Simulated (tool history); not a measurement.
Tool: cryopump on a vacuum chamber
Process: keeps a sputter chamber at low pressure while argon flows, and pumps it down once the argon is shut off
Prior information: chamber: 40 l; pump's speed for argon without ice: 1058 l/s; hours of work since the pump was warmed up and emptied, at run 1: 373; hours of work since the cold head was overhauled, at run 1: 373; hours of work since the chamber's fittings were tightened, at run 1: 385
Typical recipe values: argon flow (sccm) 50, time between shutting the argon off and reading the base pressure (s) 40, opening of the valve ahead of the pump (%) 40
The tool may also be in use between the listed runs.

run   hour  argon flow (sccm)  time between shutting the argon off and reading the base pressure (s)  opening of the valve ahead of the pump (%)  hours of work since the pump was warmed up and emptied  hours of work since the cold head was overhauled  hours of work since the chamber's fittings were tightened  pressure while argon flows (Pa)  pressure after the wait (uPa)
  1    0.0                 50                                                                     40                                          40                                                     373                                               373                                                        385                           0.2415                           2.17
  2   21.9                 50                                                                     40                                          40                                                     391                                               391                                                        403                           0.2454                           2.13
      48.7  -- pump warmed up, emptied and cooled again
  3   71.4                 50                                                                     40                                          53                                                      19                                               427                                                        440                           0.1532                           1.82
  4  100.5                 50                                                                     40                                          53                                                      43                                               451                                                        464                           0.1553                           1.93
  5  130.7                 50                                                                     40                                          53                                                      68                                               476                                                        488                           0.1574                           1.96
  6  163.4                 50                                                                     40                                          40                                                      94                                               503                                                        515                           0.2091                           1.98
  7  201.7                 50                                                                     40                                          40                                                     126                                               535                                                        547                           0.2104                           2.01
  8  220.9                 50                                                                     40                                          40                                                     142                                               550                                                        563                           0.2145                           2.00
  9  261.9                 50                                                                     40                                          40                                                     176                                               584                                                        596                           0.2145                           2.03
 10  301.2                 50                                                                     40                                          40                                                     208                                               617                                                        629                           0.2197                           2.05
 11  322.0                 50                                                                    229                                          37                                                     225                                               634                                                        646                           0.2365                           0.94
 12  350.4                 80                                                                     40                                          34                                                     248                                               657                                                        669                           0.4167                           2.13
 13  369.4                 80                                                                     40                                          34                                                     264                                               673                                                        685                           0.4170                           2.16
 14  398.2                 50                                                                     40                                          24                                                     288                                               696                                                        709                           0.3611                           2.17
 15  423.8                 50                                                                     40                                          24                                                     309                                               718                                                        730                           0.3609                           2.22
 16  442.9                 46                                                                    180                                          36                                                     325                                               733                                                        746                           0.2372                           1.11
 17  474.2                 46                                                                    180                                          36                                                     350                                               759                                                        771                           0.2382                           1.18
 18  518.4                 46                                                                     40                                          40                                                     387                                               795                                                        808                           0.2224                           2.32
 19  540.0                 46                                                                     40                                          40                                                     405                                               813                                                        826                           0.2261                           2.33

Predict each of these 3 candidate next runs independently; none follows another, all start after run 19:
     549.4  -- pump warmed up, emptied and cooled again
  A  585.9                 50                                                                    118                                          40                                                      30                                               847                                                        859                                ?                              ?
     549.4  -- pump warmed up, emptied and cooled again
  B  585.9                 50                                                                     34                                          36                                                      30                                               847                                                        859                                ?                              ?
     549.4  -- pump warmed up, emptied and cooled again
  C  585.9                 34                                                                     24                                          20                                                      30                                               847                                                        859                                ?                              ?

run  pressure while argon flows (Pa)  pressure after the wait (uPa)
  A                           0.2058                           1.11
  B                           0.2265                           2.31
  C                           0.2744                           3.01
Had the tool no hidden state, the same runs would have come out as:
run  pressure while argon flows (Pa)  pressure after the wait (uPa)
  A                           0.2017                           0.77
  B                           0.2224                           1.97
  C                           0.2716                           2.67

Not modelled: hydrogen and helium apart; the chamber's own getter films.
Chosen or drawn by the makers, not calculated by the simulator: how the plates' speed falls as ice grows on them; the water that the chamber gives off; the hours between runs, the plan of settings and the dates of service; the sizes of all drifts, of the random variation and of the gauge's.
